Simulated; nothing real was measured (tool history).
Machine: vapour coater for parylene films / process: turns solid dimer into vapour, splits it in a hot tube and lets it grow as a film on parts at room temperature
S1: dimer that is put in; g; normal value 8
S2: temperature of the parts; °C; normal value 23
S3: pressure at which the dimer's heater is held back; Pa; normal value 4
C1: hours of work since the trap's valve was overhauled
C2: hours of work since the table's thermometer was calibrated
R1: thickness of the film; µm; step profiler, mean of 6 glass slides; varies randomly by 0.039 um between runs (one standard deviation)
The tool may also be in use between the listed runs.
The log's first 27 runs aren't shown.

| run | hour | S1 | S2 | S3 | C1 | C2 | R1 |
|---|---|---|---|---|---|---|---|
| 28 | 485.2 | 8 | 23 | 5.89 | 33 | 34 | 5.25 |
| 29 | 496.8 | 8 | 17 | 5.89 | 39 | 40 | 6.46 |
| 30 | 511.1 | 8 | 17 | 5.89 | 47 | 48 | 6.42 |
| 31 | 536.6 | 8 | 23 | 4.54 | 62 | 63 | 5.32 |
| 32 | 554.4 | 8 | 23 | 4.54 | 72 | 73 | 5.32 |
| 33 | 572 | 13 | 18 | 3.06 | 82 | 83 | 10.65 |
| 34 | 584.6 | 9 | 25 | 3.42 | 89 | 90 | 5.74 |
| 35 | 603.8 | 4 | 26 | 4.77 | 100 | 101 | 2.42 |
| 36 | 629.2 | 8 | 25 | 4 | 114 | 115 | 5.06 |
| 37 | 640.4 | 8 | 23 | 3.02 | 120 | 121 | 5.47 |
| 38 | 661.1 | 4 | 27 | 2.24 | 132 | 133 | 2.48 |
| 39 | 680.1 | 4 | 34 | 2.24 | 143 | 144 | 1.94 |
| 40 | 693.9 | 4 | 34 | 2.24 | 151 | 152 | 1.96 |
| 41 | 706.7 | 10 | 16 | 6.41 | 158 | 159 | 7.91 |
| 42 | 727.1 | 13 | 34 | 3.33 | 169 | 171 | 6.02 |
| 43 | 745 | 8 | 15 | 4 | 180 | 181 | 6.96 |
| 44 | 758.3 | 8 | 15 | 4 | 187 | 188 | 6.74 |
| 45 | 771 | 7 | 23 | 5.82 | 194 | 195 | 4.37 |
| 46 | 783.6 | 5 | 25 | 6.34 | 201 | 202 | 2.88 |
| 47 | 796.3 | 5 | 25 | 6.34 | 209 | 210 | 2.91 |

Below are 4 alternative next runs, each starting from the tool's condition after run 47. Predict each:
| A | 820.5 | 10 | 25 | 3.6 | 222 | 223 | ? |
| B | 820.5 | 4 | 19 | 6.34 | 222 | 223 | ? |
| C | 820.5 | 12 | 27 | 2.99 | 222 | 223 | ? |
| D | 820.5 | 5 | 25 | 2.42 | 222 | 223 | ? |

| run | R1 |
|---|---|
| A | 6.12 |
| B | 2.8 |
| C | 7 |
| D | 3.13 |
Take away the tool's hidden state, keep each run's random variation, and the runs would have read:
| run | R1 |
|---|---|
| A | 6.65 |
| B | 3.04 |
| C | 7.6 |
| D | 3.4 |
